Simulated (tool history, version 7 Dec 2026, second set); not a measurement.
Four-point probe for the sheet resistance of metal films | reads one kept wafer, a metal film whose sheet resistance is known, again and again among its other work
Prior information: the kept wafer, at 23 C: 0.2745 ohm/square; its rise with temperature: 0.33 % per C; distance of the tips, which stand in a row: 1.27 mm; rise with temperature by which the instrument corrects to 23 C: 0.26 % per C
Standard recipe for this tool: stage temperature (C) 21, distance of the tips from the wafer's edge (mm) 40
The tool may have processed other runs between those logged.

run     day  stage temperature (C)  distance of the tips from the wafer's edge (mm)  sheet resistance as the instrument gives it (ohm/square)
  1   0.000                     21                                               40                                                  0.271100
  2   1.838                     28                                               40                                                  0.272384
  3   4.479                     33                                               40                                                  0.273253
  4   7.083                     33                                               40                                                  0.273130
  5   8.996                     21                                               40                                                  0.270942
  6  11.575                     21                                               40                                                  0.270815
  7  13.408                     21                                               40                                                  0.270851
  8  16.379                     21                                                9                                                  0.273571
  9  18.504                     21                                                9                                                  0.273375
 10  19.942                     23                                               40                                                  0.271029
 11  22.175                     23                                               40                                                  0.271054
 12  23.883                     23                                               40                                                  0.270977
     24.050  -- stage's thermometer calibrated
 13  25.212                     21                                               22                                                  0.270914
 14  27.150                     21                                               22                                                  0.270858
 15  28.933                     27                                               40                                                  0.271744
 16  30.879                     21                                               40                                                  0.270548
     31.900  -- stage's thermometer calibrated, once more
 17  33.012                     21                                               40                                                  0.270145
 18  35.479                     21                                               40                                                  0.270107
 19  37.392                     21                                               40                                                  0.270075
 20  40.421                     21                                               40                                                  0.269962
 21  42.300                     21                                               40                                                  0.269906
 22  43.654                     21                                               40                                                  0.269919
 23  45.712                     28                                               40                                                  0.271122
 24  48.654                     24                                               33                                                  0.270472
     48.958  -- new probe head fitted
 25  51.071                     24                                               33                                                  0.275256
 26  53.396                     21                                               56                                                  0.274459
 27  56.000                     26                                               65                                                  0.275349
 28  59.112                     26                                               65                                                  0.275215
 29  60.658                     19                                                3                                                  0.297627
 30  62.038                     19                                               18                                                  0.274516
 31  64.421                     19                                               42                                                  0.273905
 32  66.354                     29                                               29                                                  0.275962
 33  68.750                     20                                               22                                                  0.274330
 34  70.508                     20                                               22                                                  0.274388
 35  72.371                     21                                               22                                                  0.274482
 36  75.012                     24                                                3                                                  0.298556
 37  76.688                     24                                               13                                                  0.275726
 38  78.192                     24                                               13                                                  0.275859
 39  81.271                     24                                               13                                                  0.275767
 40  83.225                     24                                               13                                                  0.275740
 41  84.692                     23                                               32                                                  0.274241
 42  86.008                     23                                               15                                                  0.275204
 43  89.046                     19                                               14                                                  0.274463
 44  91.175                     19                                               14                                                  0.274390

Here are 5 independent what-if runs from the current tool condition. What would each one return?
  A  93.638                     27                                               14                                                         ?
  B  93.638                     31                                               14                                                         ?
  C  93.638                     20                                                4                                                         ?
  D  93.638                     18                                               14                                                         ?
  E  93.638                     30                                               29                                                         ?

run  sheet resistance as the instrument gives it (ohm/square)
  A                                                  0.275839
  B                                                  0.276680
  C                                                  0.287362
  D                                                  0.274119
  E                                                  0.275417
What these runs would have given with no unlogged condition in the tool:
run  sheet resistance as the instrument gives it (ohm/square)
  A                                                  0.276441
  B                                                  0.277286
  C                                                  0.287982
  D                                                  0.274712
  E                                                  0.276021

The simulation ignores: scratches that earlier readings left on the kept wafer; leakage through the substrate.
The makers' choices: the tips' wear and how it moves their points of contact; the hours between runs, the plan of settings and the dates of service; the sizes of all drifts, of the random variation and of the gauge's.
